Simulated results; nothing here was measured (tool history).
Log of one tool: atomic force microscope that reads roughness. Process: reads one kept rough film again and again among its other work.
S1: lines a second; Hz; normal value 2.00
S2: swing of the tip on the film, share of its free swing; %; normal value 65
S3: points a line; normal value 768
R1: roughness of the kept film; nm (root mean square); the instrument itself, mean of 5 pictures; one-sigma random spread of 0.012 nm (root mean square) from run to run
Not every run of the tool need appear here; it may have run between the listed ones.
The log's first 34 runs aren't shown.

-- hour=1266.8 new tip fitted
run 35 hour=1278.8 | S1=2.00 S2=88 S3=286 | R1=2.491
run 36 hour=1302.6 | S1=0.83 S2=88 S3=454 | R1=2.569
-- hour=1318.7 height scale calibrated on a step standard, once more
run 37 hour=1327.4 | S1=2.00 S2=86 S3=692 | R1=2.236
-- hour=1359.8 new tip fitted
run 38 hour=1382.6 | S1=2.00 S2=86 S3=692 | R1=2.445
run 39 hour=1428.0 | S1=0.79 S2=71 S3=422 | R1=2.428
-- hour=1453.7 new tip fitted
run 40 hour=1474.0 | S1=0.60 S2=71 S3=435 | R1=2.793
run 41 hour=1520.0 | S1=0.60 S2=71 S3=556 | R1=2.510
-- hour=1548.7 new tip fitted
run 42 hour=1556.3 | S1=1.96 S2=56 S3=768 | R1=2.885
run 43 hour=1608.6 | S1=3.68 S2=80 S3=768 | R1=2.187
-- hour=1640.9 new tip fitted
run 44 hour=1650.1 | S1=1.67 S2=87 S3=768 | R1=2.614
run 45 hour=1691.0 | S1=1.67 S2=60 S3=768 | R1=2.568
run 46 hour=1717.2 | S1=1.67 S2=60 S3=768 | R1=2.399
-- hour=1734.4 new tip fitted
run 47 hour=1753.9 | S1=1.67 S2=60 S3=768 | R1=2.774
run 48 hour=1788.6 | S1=1.67 S2=60 S3=768 | R1=2.531
run 49 hour=1823.7 | S1=1.67 S2=69 S3=667 | R1=2.282
-- hour=1827.1 new tip fitted
run 50 hour=1877.3 | S1=1.67 S2=65 S3=897 | R1=2.535
run 51 hour=1905.7 | S1=1.12 S2=57 S3=330 | R1=2.419

What if the next run were any one of these 3? Each begins from the tool's condition after run 51:
-- hour=1919.3 new tip fitted
run A hour=1939.6 | S1=0.55 S2=65 S3=263 | R1=?
-- hour=1919.3 new tip fitted
run B hour=1939.6 | S1=3.47 S2=57 S3=330 | R1=?
-- hour=1919.3 new tip fitted
run C hour=1939.6 | S1=1.60 S2=57 S3=718 | R1=?

run=A R1=2.825
run=B R1=2.746
run=C R1=2.827
Without the tool's unlogged condition, the same runs would have read:
run=A R1=2.954
run=B R1=2.872
run=C R1=2.957

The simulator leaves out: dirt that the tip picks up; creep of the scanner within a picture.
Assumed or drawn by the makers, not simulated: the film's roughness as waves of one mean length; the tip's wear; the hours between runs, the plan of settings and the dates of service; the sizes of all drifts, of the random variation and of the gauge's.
